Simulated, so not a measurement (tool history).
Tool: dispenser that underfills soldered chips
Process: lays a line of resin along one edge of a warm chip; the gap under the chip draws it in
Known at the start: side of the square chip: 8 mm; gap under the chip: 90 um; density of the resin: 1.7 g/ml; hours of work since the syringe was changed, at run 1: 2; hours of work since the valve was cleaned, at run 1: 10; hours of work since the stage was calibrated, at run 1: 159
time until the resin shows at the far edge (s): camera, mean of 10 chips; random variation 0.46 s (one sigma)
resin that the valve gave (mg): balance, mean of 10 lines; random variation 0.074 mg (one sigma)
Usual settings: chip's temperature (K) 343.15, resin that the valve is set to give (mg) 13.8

run   hour  chip's temperature (K)  resin that the valve is set to give (mg)  hours of work since the syringe was changed  hours of work since the valve was cleaned  hours of work since the stage was calibrated  time until the resin shows at the far edge (s)  resin that the valve gave (mg)
  1      0                  343.15                                      13.8                                            2                                         10                                           159                                            40.8                           13.71
       6.5  -- new syringe of resin
  2   13.8                  343.15                                        15                                            5                                         19                                           169                                            52.4                            14.7
      15.9  -- new syringe of resin
  3   23.9                  343.15                                        15                                            6                                         26                                           175                                            55.7                           14.61
      25.5  -- new syringe of resin
      34.8  -- new syringe of resin
  4   37.9                  343.15                                      13.8                                            2                                         35                                           185                                            43.2                           13.31
      43.9  -- new syringe of resin
  5   45.5                  343.15                                      13.8                                            1                                         40                                           190                                            39.6                           13.23
      53.1  -- new syringe of resin
  6   55.4                  343.15                                      13.8                                            2                                         47                                           197                                            41.8                           13.28
      62.5  -- new syringe of resin
  7     71                  343.15                                      13.8                                            6                                         58                                           207                                            57.9                           13.18
      72.2  -- new syringe of resin
      81.2  -- new syringe of resin
  8   85.6                  343.15                                      13.8                                            3                                         68                                           217                                            47.4                           12.95
      91.5  -- new syringe of resin
  9   94.6                  343.15                                      13.8                                            2                                         74                                           223                                            43.9                           12.91
     100.4  -- new syringe of resin
 10  107.3                  343.15                                        13                                            5                                         82                                           232                                            54.6                           12.18
     110.2  -- new syringe of resin
     119.1  -- new syringe of resin
 11  124.9                  343.15                                      13.9                                            4                                         94                                           244                                            49.5                           12.94
     128.8  -- new syringe of resin
     137.9  -- new syringe of resin
 12  138.3                  344.15                                      14.2                                            0                                        103                                           253                                            35.9                           12.98
     143.5  -- dispensing valve cleaned and set on the balance
     148.1  -- new syringe of resin
 13  156.3                  341.15                                      13.4                                            6                                          9                                           265                                            63.1                           13.33
     158.1  -- new syringe of resin
 14  165.1                  341.15                                      13.4                                            5                                         15                                           271                                            56.7                           13.28
     167.4  -- new syringe of resin
 15  175.2                  341.15                                      13.4                                            6                                         22                                           278                                            58.5                           13.21
     176.8  -- new syringe of resin
     185.7  -- new syringe of resin
 16  189.8                  341.15                                      13.4                                            3                                         31                                           287                                            50.2                           13.03
       195  -- new syringe of resin
 17  197.8                  341.15                                      13.4                                            2                                         37                                           293                                            46.8                           12.98
     204.4  -- new syringe of resin
 18  210.5                  338.15                                      13.4                                            4                                         46                                           301                                            59.3                           12.85

The next listed run, before its measurement:
     213.4  -- new syringe of resin
     223.2  -- new syringe of resin
 19  224.8                  346.15                                      16.5                                            1                                         55                                           311                                               ?                               ?

{"run 19": {"time until the resin shows at the far edge (s)": 36.1, "resin that the valve gave (mg)": 15.83}}
Without the tool's hidden state the same run would have given time until the resin shows at the far edge (s) 31.8, resin that the valve gave (mg) 16.54.
